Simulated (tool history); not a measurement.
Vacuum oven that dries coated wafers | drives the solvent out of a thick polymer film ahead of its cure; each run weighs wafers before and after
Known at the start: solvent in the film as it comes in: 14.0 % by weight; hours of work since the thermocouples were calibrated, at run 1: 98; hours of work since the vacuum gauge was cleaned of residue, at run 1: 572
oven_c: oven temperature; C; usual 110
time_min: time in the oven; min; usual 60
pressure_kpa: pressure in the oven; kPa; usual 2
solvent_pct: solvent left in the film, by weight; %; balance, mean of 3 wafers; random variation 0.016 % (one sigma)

run   hour  oven_c  time_min  pressure_kpa  hours of work since the thermocouples were calibrated  hours of work since the vacuum gauge was cleaned of residue  solvent_pct
  1      0     110        60             2                                                     98                                                          572         2.52
  2   30.6     110        60             2                                                    117                                                          591         2.52
  3   66.9     110        60             2                                                    138                                                          613         2.54
  4  108.1     110        60             2                                                    163                                                          637         2.51
  5  141.4      99        60             2                                                    183                                                          657         5.08
  6    173      99        60             2                                                    202                                                          676         5.07
  7  215.5      99        60             2                                                    228                                                          702         5.09
  8  256.6      99        60          1.22                                                    252                                                          727         4.16
  9  299.2      99        60          1.22                                                    278                                                          752         4.16
 10  331.5      99        60          1.22                                                    297                                                          772         4.13
 11  368.2     110        48             2                                                    319                                                          794          2.9
 12  405.6     110        48             2                                                    342                                                          816         2.94
 13  426.1     124        60          7.73                                                    354                                                          828         4.95
 14  444.7     124        65          2.58                                                    365                                                          840         1.65
 15  480.1      97        86             2                                                    387                                                          861         4.66
 16  509.2     113        61          4.03                                                    404                                                          878         3.88
 17  542.7     113        61          4.03                                                    424                                                          899         3.89
 18  573.6     115        67             2                                                    443                                                          917         1.81
 19  603.1     106        30             2                                                    461                                                          935         5.33
 20  632.3     103        56             2                                                    478                                                          952         4.19
 21  654.6     106        44          1.11                                                    491                                                          966         3.21
 22  681.6     102        87          2.11                                                    508                                                          982         3.55
 23  717.5     110        54          3.06                                                    529                                                         1004         3.68

3 ways to go on from here, each from the tool as it stands after run 23. What would each give?
  A  759.9      96        31          3.73                                                    555                                                         1029            ?
  B  759.9     112        60             2                                                    555                                                         1029            ?
  C  759.9     112        54          1.82                                                    555                                                         1029            ?

run  solvent_pct
  A         9.61
  B         2.24
  C         2.18
Without the tool's hidden state the same runs would have given:
run  solvent_pct
  A         9.61
  B         2.24
  C         2.17

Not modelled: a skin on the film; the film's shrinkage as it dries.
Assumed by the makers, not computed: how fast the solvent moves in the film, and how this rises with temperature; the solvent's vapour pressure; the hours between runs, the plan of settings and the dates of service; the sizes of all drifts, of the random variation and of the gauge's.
